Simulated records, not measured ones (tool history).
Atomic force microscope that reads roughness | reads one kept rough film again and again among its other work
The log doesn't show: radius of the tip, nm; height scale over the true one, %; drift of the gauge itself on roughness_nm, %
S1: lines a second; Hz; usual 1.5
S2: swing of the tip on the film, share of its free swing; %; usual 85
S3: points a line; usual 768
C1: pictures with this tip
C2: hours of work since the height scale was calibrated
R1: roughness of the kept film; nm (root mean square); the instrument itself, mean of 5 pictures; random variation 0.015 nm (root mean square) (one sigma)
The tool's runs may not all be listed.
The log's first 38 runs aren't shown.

Run 39, day 13.046: usual settings but S1 2.31 Hz, S2 64 %, S3 312; C1 79; C2 188. Result: R1 4.016 nm (root mean square).
Run 40, day 13.467: usual settings but S1 2.31 Hz, S2 64 %, S3 312; C1 91; C2 193. Result: R1 4.084 nm (root mean square).
At day 13.6: new tip fitted.
Run 41, day 13.788: usual settings but S1 2.31 Hz, S2 64 %, S3 312; C1 5; C2 197. Result: R1 4.06 nm (root mean square).
Run 42, day 14.208: usual settings but S1 2.31 Hz, S2 64 %, S3 312; C1 17; C2 202. Result: R1 4.058 nm (root mean square).
Run 43, day 14.533: usual settings but S1 1.08 Hz, S2 71 %, S3 282; C1 26; C2 206. Result: R1 4.119 nm (root mean square).
Run 44, day 14.8: usual settings but S1 1.08 Hz, S2 71 %, S3 282; C1 33; C2 209. Result: R1 4.119 nm (root mean square).
Run 45, day 15.162: usual settings but S1 1.08 Hz, S2 71 %, S3 282; C1 43; C2 214. Result: R1 4.123 nm (root mean square).
Run 46, day 15.383: usual settings but S1 0.62 Hz; C1 49; C2 217. Result: R1 4.144 nm (root mean square).
Run 47, day 15.646: usual settings but S1 0.62 Hz; C1 57; C2 220. Result: R1 4.15 nm (root mean square).
Run 48, day 16.058: usual settings but S1 0.62 Hz; C1 68; C2 225. Result: R1 4.148 nm (root mean square).
Run 49, day 16.438: usual settings but S1 0.51 Hz, S2 78 %, S3 484; C1 79; C2 230. Result: R1 4.289 nm (root mean square).
Run 50, day 16.883: usual settings but S3 451; C1 91; C2 235. Result: R1 3.697 nm (root mean square).
At day 17.004: new tip fitted.
Run 51, day 17.279: usual settings but S1 1.28 Hz, S2 87 %, S3 716; C1 7; C2 240. Result: R1 3.757 nm (root mean square).
Run 52, day 17.692: usual settings but S1 0.73 Hz, S2 87 %, S3 695; C1 19; C2 245. Result: R1 4.062 nm (root mean square).
Run 53, day 17.992: usual settings but S1 0.73 Hz, S2 87 %, S3 695; C1 27; C2 249. Result: R1 4.033 nm (root mean square).
Run 54, day 18.433: usual settings but S1 0.73 Hz, S2 87 %, S3 695; C1 39; C2 255. Result: R1 4.075 nm (root mean square).

3 ways to go on from here, each from the tool as it stands after run 54. What would each give?
Run A, day 18.704: usual settings but S1 1.19 Hz, S2 82 %; C1 47; C2 258. Result: R1 ?.
Run B, day 18.704: usual settings but S1 0.62 Hz, S2 76 %, S3 264; C1 47; C2 258. Result: R1 ?.
Run C, day 18.704: usual settings but S1 1.48 Hz, S2 56 %, S3 332; C1 47; C2 258. Result: R1 ?.

run     R1
  A  3.938
  B  4.227
  C  4.299
Without the tool's hidden state the same runs would have given:
run     R1
  A  3.947
  B  4.237
  C  4.309

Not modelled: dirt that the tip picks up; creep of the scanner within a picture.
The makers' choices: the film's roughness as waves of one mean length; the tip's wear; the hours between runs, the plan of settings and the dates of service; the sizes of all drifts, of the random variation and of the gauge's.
